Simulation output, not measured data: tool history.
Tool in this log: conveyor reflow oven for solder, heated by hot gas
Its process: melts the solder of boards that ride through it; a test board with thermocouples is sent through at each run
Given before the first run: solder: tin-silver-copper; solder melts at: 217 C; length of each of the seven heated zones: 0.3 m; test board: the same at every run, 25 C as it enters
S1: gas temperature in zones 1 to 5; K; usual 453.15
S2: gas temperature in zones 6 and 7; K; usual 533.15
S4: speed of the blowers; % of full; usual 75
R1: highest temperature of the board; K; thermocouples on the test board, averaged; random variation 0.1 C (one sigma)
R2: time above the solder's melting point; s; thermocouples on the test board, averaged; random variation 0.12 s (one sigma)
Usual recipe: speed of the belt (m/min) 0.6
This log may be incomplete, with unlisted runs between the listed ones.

run 1 hour=0 | S1=453.15 S2=533.15 speed_of_the_belt_(m/min)=0.6 S4=75 | R1=517.45 R2=41.2
run 2 hour=27.3 | S1=453.15 S2=533.15 speed_of_the_belt_(m/min)=0.6 S4=75 | R1=517.35 R2=41.1
run 3 hour=42.4 | S1=453.15 S2=533.15 speed_of_the_belt_(m/min)=0.6 S4=75 | R1=517.15 R2=41.2
run 4 hour=69.8 | S1=453.15 S2=533.15 speed_of_the_belt_(m/min)=0.6 S4=75 | R1=517.65 R2=41.3
-- hour=89.8 flux residue cleaned out of gas plates and filters
run 5 hour=97.8 | S1=453.15 S2=533.15 speed_of_the_belt_(m/min)=0.6 S4=75 | R1=517.25 R2=41.3
run 6 hour=125.2 | S1=453.15 S2=533.15 speed_of_the_belt_(m/min)=0.6 S4=75 | R1=517.65 R2=41.2
run 7 hour=150.2 | S1=443.15 S2=530.15 speed_of_the_belt_(m/min)=0.712 S4=75 | R1=507.05 R2=23.2
run 8 hour=175.8 | S1=453.15 S2=540.15 speed_of_the_belt_(m/min)=0.663 S4=79 | R1=521.05 R2=38.7
run 9 hour=192 | S1=448.15 S2=543.15 speed_of_the_belt_(m/min)=0.697 S4=75 | R1=519.25 R2=34.2
run 10 hour=221.7 | S1=453.15 S2=529.15 speed_of_the_belt_(m/min)=0.688 S4=75 | R1=510.05 R2=29.2
run 11 hour=242.9 | S1=453.15 S2=529.15 speed_of_the_belt_(m/min)=0.688 S4=75 | R1=509.95 R2=29.4
run 12 hour=267.5 | S1=439.15 S2=538.15 speed_of_the_belt_(m/min)=0.564 S4=75 | R1=521.05 R2=42.6

Below are 3 alternative next runs, each starting from the tool's condition after run 12. Predict each:
run A hour=291.7 | S1=453.15 S2=531.15 speed_of_the_belt_(m/min)=0.6 S4=75 | R1=? R2=?
run B hour=291.7 | S1=438.15 S2=538.15 speed_of_the_belt_(m/min)=0.564 S4=74 | R1=? R2=?
run C hour=291.7 | S1=453.15 S2=525.15 speed_of_the_belt_(m/min)=0.6 S4=89 | R1=? R2=?

run=A R1=515.65 R2=39.8
run=B R1=520.35 R2=41.7
run=C R1=513.05 R2=39
The same runs, with their run-to-run variation unchanged, on a tool lacking any hidden condition would have given:
run=A R1=515.65 R2=39.8
run=B R1=520.35 R2=41.7
run=C R1=513.05 R2=39
